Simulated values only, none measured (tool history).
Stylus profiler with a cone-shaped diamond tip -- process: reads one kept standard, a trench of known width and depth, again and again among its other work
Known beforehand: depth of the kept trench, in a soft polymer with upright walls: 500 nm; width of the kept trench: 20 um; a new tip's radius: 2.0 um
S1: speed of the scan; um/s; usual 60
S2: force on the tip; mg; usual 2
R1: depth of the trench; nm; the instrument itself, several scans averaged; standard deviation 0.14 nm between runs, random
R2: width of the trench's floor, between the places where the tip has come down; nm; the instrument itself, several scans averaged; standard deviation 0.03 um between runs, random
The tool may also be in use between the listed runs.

{"run": 1, "day": 0.0, "S1": 60, "S2": 2, "R1": 507.21, "R2": 16890}
{"run": 2, "day": 0.858, "S1": 54, "S2": 2, "R1": 506.73, "R2": 16960}
{"run": 3, "day": 1.662, "S1": 54, "S2": 2, "R1": 506.8, "R2": 16920}
{"run": 4, "day": 2.067, "S1": 194, "S2": 2, "R1": 506.9, "R2": 15930}
{"run": 5, "day": 2.929, "S1": 194, "S2": 2, "R1": 507.14, "R2": 15960}
{"run": 6, "day": 3.354, "S1": 194, "S2": 2, "R1": 507.02, "R2": 15950}
{"run": 7, "day": 3.754, "S1": 194, "S2": 2, "R1": 506.7, "R2": 15930}
{"run": 8, "day": 4.625, "S1": 194, "S2": 2, "R1": 507.24, "R2": 15940}
{"run": 9, "day": 5.288, "S1": 194, "S2": 2, "R1": 507.02, "R2": 16000}
{"run": 10, "day": 5.688, "S1": 194, "S2": 0.83, "R1": 504.18, "R2": 15220}
{"run": 11, "day": 6.175, "S1": 194, "S2": 1.19, "R1": 505.19, "R2": 15570}
{"run": 12, "day": 6.742, "S1": 194, "S2": 1.19, "R1": 505.25, "R2": 15490}
{"run": 13, "day": 7.146, "S1": 194, "S2": 1.19, "R1": 505.26, "R2": 15570}
{"run": 14, "day": 7.871, "S1": 194, "S2": 1.19, "R1": 505.22, "R2": 15550}
{"run": 15, "day": 8.429, "S1": 194, "S2": 1.19, "R1": 505.18, "R2": 15560}
{"run": 16, "day": 9.158, "S1": 194, "S2": 1.19, "R1": 505.19, "R2": 15520}
{"run": 17, "day": 9.829, "S1": 194, "S2": 1.19, "R1": 505.21, "R2": 15520}
{"run": 18, "day": 10.738, "S1": 194, "S2": 2.63, "R1": 508.64, "R2": 16100}
{"run": 19, "day": 11.546, "S1": 194, "S2": 2.63, "R1": 508.6, "R2": 16080}
{"run": 20, "day": 12.333, "S1": 194, "S2": 2.63, "R1": 508.84, "R2": 16020}
{"run": 21, "day": 13.242, "S1": 194, "S2": 2.63, "R1": 508.51, "R2": 16020}
{"run": 22, "day": 13.646, "S1": 194, "S2": 2.63, "R1": 508.62, "R2": 16080}
{"run": 23, "day": 14.562, "S1": 194, "S2": 2.63, "R1": 508.71, "R2": 16150}
{"run": 24, "day": 15.254, "S1": 60, "S2": 3.79, "R1": 510.89, "R2": 16910}
{"run": 25, "day": 16.017, "S1": 237, "S2": 4.47, "R1": 512.07, "R2": 16120}
{"run": 26, "day": 16.421, "S1": 18, "S2": 0.97, "R1": 504.83, "R2": 16990}
{"day": 16.517, "done": "height scale calibrated on a step standard"}
{"run": 27, "day": 17.0, "S1": 18, "S2": 0.97, "R1": 504.98, "R2": 17000}
{"run": 28, "day": 17.446, "S1": 101, "S2": 0.97, "R1": 504.97, "R2": 16230}
{"run": 29, "day": 18.279, "S1": 101, "S2": 4.58, "R1": 512.57, "R2": 16750}
{"run": 30, "day": 18.954, "S1": 59, "S2": 1.13, "R1": 505.39, "R2": 16680}
{"run": 31, "day": 19.367, "S1": 32, "S2": 1.68, "R1": 506.98, "R2": 16930}
{"run": 32, "day": 19.771, "S1": 84, "S2": 1.2, "R1": 505.86, "R2": 16400}
{"run": 33, "day": 20.175, "S1": 25, "S2": 3.91, "R1": 511.64, "R2": 17050}
{"day": 20.596, "done": "height scale calibrated on a step standard, once more"}
{"run": 34, "day": 20.746, "S1": 25, "S2": 3.91, "R1": 510.47, "R2": 17060}
{"run": 35, "day": 21.296, "S1": 22, "S2": 2.62, "R1": 508.23, "R2": 17050}
{"run": 36, "day": 22.004, "S1": 22, "S2": 2.62, "R1": 508.45, "R2": 16990}
{"run": 37, "day": 22.462, "S1": 165, "S2": 3.54, "R1": 510.1, "R2": 16300}
{"run": 38, "day": 22.912, "S1": 36, "S2": 3.72, "R1": 510.47, "R2": 17000}
{"run": 39, "day": 23.771, "S1": 35, "S2": 1.88, "R1": 506.66, "R2": 16860}
{"run": 40, "day": 24.254, "S1": 35, "S2": 1.88, "R1": 506.61, "R2": 16860}
{"run": 41, "day": 25.042, "S1": 76, "S2": 1.25, "R1": 505.06, "R2": 16460}
{"run": 42, "day": 25.838, "S1": 76, "S2": 1.25, "R1": 505.51, "R2": 16450}
{"run": 43, "day": 26.779, "S1": 124, "S2": 1.42, "R1": 505.9, "R2": 16150}
{"run": 44, "day": 27.542, "S1": 161, "S2": 3.86, "R1": 510.74, "R2": 16370}
{"run": 45, "day": 28.2, "S1": 161, "S2": 3.86, "R1": 510.85, "R2": 16360}
{"run": 46, "day": 28.996, "S1": 19, "S2": 1.53, "R1": 505.79, "R2": 16990}
{"run": 47, "day": 29.617, "S1": 19, "S2": 1.53, "R1": 505.94, "R2": 16950}

Below are 3 alternative next runs, each starting from the tool's condition after run 47. Predict each:
{"run": "A", "day": 30.233, "S1": 26, "S2": 2.78, "R1": "?", "R2": "?"}
{"run": "B", "day": 30.233, "S1": 31, "S2": 2, "R1": "?", "R2": "?"}
{"run": "C", "day": 30.233, "S1": 19, "S2": 1.78, "R1": "?", "R2": "?"}

run=A R1=508.94 R2=16900
run=B R1=507.06 R2=16880
run=C R1=506.53 R2=16990
Stripped of hidden state, with their random variation kept, the same runs would have yielded:
run=A R1=508.57 R2=17160
run=B R1=506.68 R2=17140
run=C R1=506.16 R2=17250

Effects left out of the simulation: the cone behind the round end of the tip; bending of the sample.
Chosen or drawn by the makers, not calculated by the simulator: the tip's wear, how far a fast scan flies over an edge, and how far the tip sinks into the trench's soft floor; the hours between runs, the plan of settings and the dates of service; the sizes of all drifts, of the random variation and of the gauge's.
